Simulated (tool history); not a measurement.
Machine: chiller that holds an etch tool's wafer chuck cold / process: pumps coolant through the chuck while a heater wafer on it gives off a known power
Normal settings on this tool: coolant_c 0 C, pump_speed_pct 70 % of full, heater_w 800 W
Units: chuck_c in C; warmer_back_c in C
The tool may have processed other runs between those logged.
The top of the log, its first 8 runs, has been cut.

{"run": 9, "day": 18.429, "coolant_c": 0, "pump_speed_pct": 70, "heater_w": 800, "chuck_c": 8.2, "warmer_back_c": 3.65}
{"run": 10, "day": 21.217, "coolant_c": 0, "pump_speed_pct": 89, "heater_w": 800, "chuck_c": 7.3, "warmer_back_c": 2.95}
{"run": 11, "day": 23.704, "coolant_c": 0, "pump_speed_pct": 89, "heater_w": 800, "chuck_c": 7.1, "warmer_back_c": 2.95}
{"run": 12, "day": 27.362, "coolant_c": 0, "pump_speed_pct": 89, "heater_w": 800, "chuck_c": 7.2, "warmer_back_c": 2.96}
{"run": 13, "day": 29.338, "coolant_c": 0, "pump_speed_pct": 89, "heater_w": 800, "chuck_c": 7.4, "warmer_back_c": 2.97}
{"run": 14, "day": 31.192, "coolant_c": 0, "pump_speed_pct": 89, "heater_w": 800, "chuck_c": 7.1, "warmer_back_c": 2.97}
{"run": 15, "day": 33.0, "coolant_c": 0, "pump_speed_pct": 89, "heater_w": 800, "chuck_c": 7.2, "warmer_back_c": 2.96}
{"run": 16, "day": 35.967, "coolant_c": 0, "pump_speed_pct": 89, "heater_w": 800, "chuck_c": 7.2, "warmer_back_c": 3.02}
{"run": 17, "day": 38.596, "coolant_c": 0, "pump_speed_pct": 74, "heater_w": 800, "chuck_c": 8.0, "warmer_back_c": 3.58}
{"run": 18, "day": 41.062, "coolant_c": 0, "pump_speed_pct": 79, "heater_w": 509, "chuck_c": 4.8, "warmer_back_c": 2.17}
{"run": 19, "day": 44.379, "coolant_c": 4, "pump_speed_pct": 97, "heater_w": 649, "chuck_c": 9.5, "warmer_back_c": 2.23}
{"run": 20, "day": 47.742, "coolant_c": 4, "pump_speed_pct": 97, "heater_w": 649, "chuck_c": 9.5, "warmer_back_c": 2.33}
{"run": 21, "day": 49.838, "coolant_c": -1, "pump_speed_pct": 92, "heater_w": 1016, "chuck_c": 8.1, "warmer_back_c": 3.69}

Run 22 comes next. What will it give?
{"run": 22, "day": 53.629, "coolant_c": -10, "pump_speed_pct": 70, "heater_w": 469, "chuck_c": "?", "warmer_back_c": "?"}

{"run 22": {"chuck_c": -5.1, "warmer_back_c": 2.28}}
Had the tool carried no hidden state, the very same run would have given chuck_c -5.1 C, warmer_back_c 2.13 C.
